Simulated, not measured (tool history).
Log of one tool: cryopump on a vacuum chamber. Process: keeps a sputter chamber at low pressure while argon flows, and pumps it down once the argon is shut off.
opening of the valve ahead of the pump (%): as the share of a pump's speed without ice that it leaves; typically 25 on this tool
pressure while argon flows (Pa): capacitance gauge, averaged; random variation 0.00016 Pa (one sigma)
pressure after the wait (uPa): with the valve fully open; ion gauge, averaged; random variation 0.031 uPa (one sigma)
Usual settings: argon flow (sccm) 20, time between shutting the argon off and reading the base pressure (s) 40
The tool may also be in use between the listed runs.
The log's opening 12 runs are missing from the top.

| run | day | argon flow (sccm) | time between shutting the argon off and reading the base pressure (s) | opening of the valve ahead of the pump (%) | pressure while argon flows (Pa) | pressure after the wait (uPa) |
|---|---|---|---|---|---|---|
| 13 | 6.033 | 20 | 40 | 49 | 0.0294 | 2.55 |
| 14 | 6.638 | 20 | 40 | 49 | 0.0296 | 2.59 |
| 15 | 6.938 | 20 | 40 | 49 | 0.0298 | 2.55 |
| 16 | 7.242 | 20 | 40 | 49 | 0.0296 | 2.55 |
| 17 | 7.875 | 20 | 40 | 49 | 0.0296 | 2.62 |
| 18 | 8.462 | 13 | 40 | 25 | 0.0373 | 2.60 |
| 19 | 8.896 | 9 | 40 | 25 | 0.0258 | 2.60 |
| 20 | 9.454 | 9 | 40 | 25 | 0.0260 | 2.60 |
| 21 | 10.000 | 14 | 40 | 17 | 0.0588 | 2.68 |
| 22 | 10.596 | 10 | 226 | 39 | 0.0187 | 1.48 |
| 23 | 10.938 | 39 | 226 | 39 | 0.0728 | 1.45 |
| 24 | 11.383 | 39 | 226 | 39 | 0.0726 | 1.43 |

Predict the results of run 25:
| 25 | 11.692 | 12 | 145 | 25 | ? | ? |

pressure while argon flows (Pa): 0.0346
pressure after the wait (uPa): 1.62
Without the tool's hidden state the same run would have given pressure while argon flows (Pa) 0.0340, pressure after the wait (uPa) 0.55.
